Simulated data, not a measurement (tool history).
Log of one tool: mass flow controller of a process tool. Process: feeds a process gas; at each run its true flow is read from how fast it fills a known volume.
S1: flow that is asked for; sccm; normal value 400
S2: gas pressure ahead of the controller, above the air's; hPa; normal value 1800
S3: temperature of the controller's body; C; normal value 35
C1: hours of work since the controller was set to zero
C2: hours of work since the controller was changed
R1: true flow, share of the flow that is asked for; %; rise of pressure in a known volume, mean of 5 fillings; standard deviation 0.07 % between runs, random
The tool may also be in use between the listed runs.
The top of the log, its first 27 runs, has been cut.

{"run": 28, "day": 249.262, "S1": 400, "S2": 2300, "S3": 34, "C1": 2239, "C2": 2239, "R1": 96.33}
{"run": 29, "day": 260.367, "S1": 400, "S2": 1870, "S3": 25, "C1": 2428, "C2": 2428, "R1": 97.21}
{"run": 30, "day": 271.567, "S1": 776, "S2": 1800, "S3": 39, "C1": 2620, "C2": 2620, "R1": 96.38}
{"run": 31, "day": 284.121, "S1": 776, "S2": 1800, "S3": 39, "C1": 2834, "C2": 2834, "R1": 96.2}
{"run": 32, "day": 292.042, "S1": 126, "S2": 2360, "S3": 24, "C1": 2969, "C2": 2969, "R1": 96.76}
{"run": 33, "day": 301.654, "S1": 400, "S2": 2740, "S3": 30, "C1": 3133, "C2": 3133, "R1": 96.53}
{"run": 34, "day": 312.212, "S1": 439, "S2": 1800, "S3": 21, "C1": 3314, "C2": 3314, "R1": 97.36}
{"run": 35, "day": 319.029, "S1": 147, "S2": 1420, "S3": 39, "C1": 3430, "C2": 3430, "R1": 94.8}
{"run": 36, "day": 326.083, "S1": 400, "S2": 2490, "S3": 22, "C1": 3551, "C2": 3551, "R1": 97.19}
{"run": 37, "day": 337.033, "S1": 459, "S2": 1540, "S3": 25, "C1": 3738, "C2": 3738, "R1": 96.72}
{"run": 38, "day": 346.092, "S1": 267, "S2": 1810, "S3": 28, "C1": 3892, "C2": 3892, "R1": 95.9}
{"run": 39, "day": 352.338, "S1": 267, "S2": 1810, "S3": 28, "C1": 3999, "C2": 3999, "R1": 95.96}
{"run": 40, "day": 361.946, "S1": 524, "S2": 2320, "S3": 34, "C1": 4163, "C2": 4163, "R1": 95.93}
{"day": 373.196, "done": "gauge calibrated"}
{"run": 41, "day": 375.179, "S1": 328, "S2": 1820, "S3": 34, "C1": 4389, "C2": 4389, "R1": 97.65}
{"run": 42, "day": 384.833, "S1": 623, "S2": 1570, "S3": 31, "C1": 4554, "C2": 4554, "R1": 98.42}
{"run": 43, "day": 393.421, "S1": 548, "S2": 2020, "S3": 35, "C1": 4701, "C2": 4701, "R1": 97.92}
{"run": 44, "day": 402.85, "S1": 818, "S2": 2020, "S3": 34, "C1": 4862, "C2": 4862, "R1": 98.47}
{"run": 45, "day": 415.938, "S1": 400, "S2": 2760, "S3": 35, "C1": 5085, "C2": 5085, "R1": 97.53}
{"run": 46, "day": 426.1, "S1": 400, "S2": 2760, "S3": 35, "C1": 5259, "C2": 5259, "R1": 97.53}
{"run": 47, "day": 436.467, "S1": 400, "S2": 1830, "S3": 21, "C1": 5436, "C2": 5436, "R1": 98.78}
{"run": 48, "day": 442.9, "S1": 482, "S2": 1510, "S3": 21, "C1": 5546, "C2": 5546, "R1": 98.8}

Predict each of these 3 candidate next runs independently; none follows another, all start after run 48:
{"run": "A", "day": 452.958, "S1": 293, "S2": 1790, "S3": 21, "C1": 5718, "C2": 5718, "R1": "?"}
{"run": "B", "day": 452.958, "S1": 400, "S2": 1580, "S3": 34, "C1": 5718, "C2": 5718, "R1": "?"}
{"run": "C", "day": 452.958, "S1": 166, "S2": 1510, "S3": 21, "C1": 5718, "C2": 5718, "R1": "?"}

run=A R1=98.51
run=B R1=97.13
run=C R1=98.31
Take away the tool's hidden state, keep each run's random variation, and the runs would have read:
run=A R1=98.99
run=B R1=97.6
run=C R1=98.78
